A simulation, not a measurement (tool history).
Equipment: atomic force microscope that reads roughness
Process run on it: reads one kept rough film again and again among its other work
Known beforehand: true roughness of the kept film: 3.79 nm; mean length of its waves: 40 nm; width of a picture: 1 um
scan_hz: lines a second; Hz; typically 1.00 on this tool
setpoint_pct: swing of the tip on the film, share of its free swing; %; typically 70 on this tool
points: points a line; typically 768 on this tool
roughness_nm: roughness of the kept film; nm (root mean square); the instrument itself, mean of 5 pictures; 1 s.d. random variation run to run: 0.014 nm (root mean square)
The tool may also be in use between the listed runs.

run 1 day=0.000 | scan_hz=1.00 setpoint_pct=70 points=768 | roughness_nm=2.926
run 2 day=1.700 | scan_hz=1.00 setpoint_pct=68 points=768 | roughness_nm=2.859
run 3 day=4.004 | scan_hz=1.00 setpoint_pct=68 points=768 | roughness_nm=2.709
run 4 day=5.279 | scan_hz=1.00 setpoint_pct=68 points=768 | roughness_nm=2.650
-- day=5.950 new tip fitted
run 5 day=7.458 | scan_hz=1.00 setpoint_pct=70 points=683 | roughness_nm=3.184
run 6 day=9.246 | scan_hz=1.00 setpoint_pct=70 points=683 | roughness_nm=3.048
run 7 day=10.275 | scan_hz=1.00 setpoint_pct=70 points=768 | roughness_nm=2.983
run 8 day=11.662 | scan_hz=1.00 setpoint_pct=69 points=768 | roughness_nm=2.937
run 9 day=14.050 | scan_hz=1.00 setpoint_pct=69 points=768 | roughness_nm=2.790
run 10 day=15.833 | scan_hz=1.00 setpoint_pct=70 points=340 | roughness_nm=2.696
-- day=16.917 new tip fitted
run 11 day=17.729 | scan_hz=1.00 setpoint_pct=70 points=340 | roughness_nm=3.233
run 12 day=19.062 | scan_hz=1.00 setpoint_pct=70 points=340 | roughness_nm=3.135
run 13 day=20.933 | scan_hz=1.00 setpoint_pct=70 points=768 | roughness_nm=3.022
run 14 day=23.300 | scan_hz=1.00 setpoint_pct=70 points=768 | roughness_nm=2.879
run 15 day=24.554 | scan_hz=1.62 setpoint_pct=79 points=670 | roughness_nm=2.639
run 16 day=26.404 | scan_hz=1.15 setpoint_pct=63 points=429 | roughness_nm=2.738
run 17 day=27.792 | scan_hz=1.15 setpoint_pct=63 points=429 | roughness_nm=2.673
-- day=27.975 new tip fitted
run 18 day=30.150 | scan_hz=1.44 setpoint_pct=64 points=429 | roughness_nm=3.142
run 19 day=32.125 | scan_hz=0.64 setpoint_pct=85 points=311 | roughness_nm=2.951
run 20 day=34.404 | scan_hz=0.94 setpoint_pct=68 points=520 | roughness_nm=2.886
run 21 day=35.800 | scan_hz=2.11 setpoint_pct=56 points=736 | roughness_nm=2.840
run 22 day=38.046 | scan_hz=1.82 setpoint_pct=70 points=768 | roughness_nm=2.614
-- day=38.950 new tip fitted
run 23 day=40.179 | scan_hz=1.82 setpoint_pct=70 points=393 | roughness_nm=3.098
run 24 day=42.392 | scan_hz=2.83 setpoint_pct=64 points=444 | roughness_nm=2.953
run 25 day=43.917 | scan_hz=0.87 setpoint_pct=60 points=501 | roughness_nm=3.048
run 26 day=45.729 | scan_hz=0.87 setpoint_pct=60 points=501 | roughness_nm=2.931
run 27 day=47.638 | scan_hz=2.11 setpoint_pct=60 points=501 | roughness_nm=2.734
run 28 day=48.679 | scan_hz=2.11 setpoint_pct=60 points=501 | roughness_nm=2.688

Branching from run 28: 3 alternative next runs. What would each branch give?
run A day=49.683 | scan_hz=2.80 setpoint_pct=70 points=1003 | roughness_nm=?
run B day=49.683 | scan_hz=2.11 setpoint_pct=83 points=334 | roughness_nm=?
run C day=49.683 | scan_hz=1.72 setpoint_pct=60 points=501 | roughness_nm=?

run=A roughness_nm=2.502
run=B roughness_nm=2.390
run=C roughness_nm=2.659
With no hidden state in the tool, these same runs would have given:
run=A roughness_nm=3.150
run=B roughness_nm=3.008
run=C roughness_nm=3.347

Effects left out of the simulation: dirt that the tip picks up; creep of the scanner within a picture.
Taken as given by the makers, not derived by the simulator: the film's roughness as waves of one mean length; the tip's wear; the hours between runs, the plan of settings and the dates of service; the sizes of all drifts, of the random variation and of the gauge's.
